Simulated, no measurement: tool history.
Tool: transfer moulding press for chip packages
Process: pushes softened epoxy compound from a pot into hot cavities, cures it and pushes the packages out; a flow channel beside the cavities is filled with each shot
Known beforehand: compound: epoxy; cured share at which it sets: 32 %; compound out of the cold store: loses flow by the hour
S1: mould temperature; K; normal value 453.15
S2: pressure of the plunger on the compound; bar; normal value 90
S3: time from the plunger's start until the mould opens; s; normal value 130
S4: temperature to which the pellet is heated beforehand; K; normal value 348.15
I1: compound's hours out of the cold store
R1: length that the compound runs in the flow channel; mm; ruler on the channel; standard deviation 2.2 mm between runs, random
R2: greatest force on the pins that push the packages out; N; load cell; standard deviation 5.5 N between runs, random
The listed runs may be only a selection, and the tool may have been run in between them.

run	hour	S1	S2	S3	S4	I1	R1	R2
1	0	453.15	90	130	348.15	46	438	187
# hour 38.3: cavities cleaned with cleaning compound and waxed
# hour 58.8: plunger's sealing rings changed
2	63.1	453.15	90	130	344.15	33.5	485	337
# hour 82: cavities cleaned with cleaning compound and waxed
# hour 120.4: cavities cleaned with cleaning compound and waxed
3	121.4	453.15	90	130	348.15	32.8	478	179
# hour 160.8: cavities cleaned with cleaning compound and waxed
# hour 198.4: cavities cleaned with cleaning compound and waxed
4	198.4	453.15	90	130	348.15	17.5	502	194
# hour 238.4: cavities cleaned with cleaning compound and waxed
5	257.1	453.15	90	130	348.15	41.7	451	238
# hour 275.5: cavities cleaned with cleaning compound and waxed
# hour 303.1: mould's thermocouples calibrated
# hour 317.9: cavities cleaned with cleaning compound and waxed
6	324.9	453.15	90	130	348.15	13.3	501	208
# hour 333.5: cavities cleaned with cleaning compound and waxed, once more
# hour 373.1: cavities cleaned with cleaning compound and waxed
7	397	453.15	90	130	348.15	39	445	262
# hour 405.8: plunger's sealing rings changed
# hour 416.1: cavities cleaned with cleaning compound and waxed
# hour 453.8: cavities cleaned with cleaning compound and waxed
8	467.8	453.15	90	130	348.15	20	513	230
# hour 493.8: cavities cleaned with cleaning compound and waxed
# hour 532.4: cavities cleaned with cleaning compound and waxed
9	544.4	453.15	90	130	348.15	45.1	457	224
# hour 572.6: cavities cleaned with cleaning compound and waxed
10	592.9	453.15	90	130	348.15	23.2	483	236
# hour 611.1: cavities cleaned with cleaning compound and waxed
# hour 652.9: cavities cleaned with cleaning compound and waxed
11	672.2	453.15	71.4	130	348.15	45.9	392	237
# hour 693.5: cavities cleaned with cleaning compound and waxed
# hour 735.2: cavities cleaned with cleaning compound and waxed
12	740.4	453.15	71.4	130	348.15	19.7	427	193
# hour 752.4: plunger's sealing rings changed
# hour 776.9: cavities cleaned with cleaning compound and waxed
13	784.6	453.15	71.4	130	348.15	45.2	414	220
# hour 815.1: cavities cleaned with cleaning compound and waxed
14	833.9	452.15	106.9	169	342.15	12.2	569	239
# hour 853.8: cavities cleaned with cleaning compound and waxed
15	884.6	452.15	106.9	169	342.15	42.2	503	250
# hour 895.8: cavities cleaned with cleaning compound and waxed
# hour 936.7: cavities cleaned with cleaning compound and waxed
16	950	452.15	106.9	169	342.15	47.4	490	205
# hour 978: cavities cleaned with cleaning compound and waxed
17	1012.7	452.15	106.9	169	342.15	19.2	535	254
# hour 1019.5: cavities cleaned with cleaning compound and waxed
# hour 1060.4: cavities cleaned with cleaning compound and waxed
18	1080.7	452.15	106.9	169	342.15	40.2	483	222
# hour 1096.8: plunger's sealing rings changed
# hour 1101.8: cavities cleaned with cleaning compound and waxed
# hour 1140.7: cavities cleaned with cleaning compound and waxed
19	1148.6	452.15	73.3	169	357.15	46	416	189
# hour 1179.5: cavities cleaned with cleaning compound and waxed
# hour 1218: cavities cleaned with cleaning compound and waxed
20	1226.4	453.15	98.4	130	348.15	30.2	501	201
# hour 1237: mould's thermocouples calibrated
# hour 1258.4: cavities cleaned with cleaning compound and waxed
# hour 1297.1: cavities cleaned with cleaning compound and waxed
21	1297.1	453.15	98.4	130	348.15	45.6	466	190

Run 22 is up next; what results do you expect?
# hour 1338.1: cavities cleaned with cleaning compound and waxed
22	1340	453.15	75.1	129	343.15	16.3	?	?

{"run 22": {"R1": 453, "R2": 201}}
Were there no unlogged condition in the tool, this run, its random variation unchanged, would have produced R1 479 mm, R2 194 N.

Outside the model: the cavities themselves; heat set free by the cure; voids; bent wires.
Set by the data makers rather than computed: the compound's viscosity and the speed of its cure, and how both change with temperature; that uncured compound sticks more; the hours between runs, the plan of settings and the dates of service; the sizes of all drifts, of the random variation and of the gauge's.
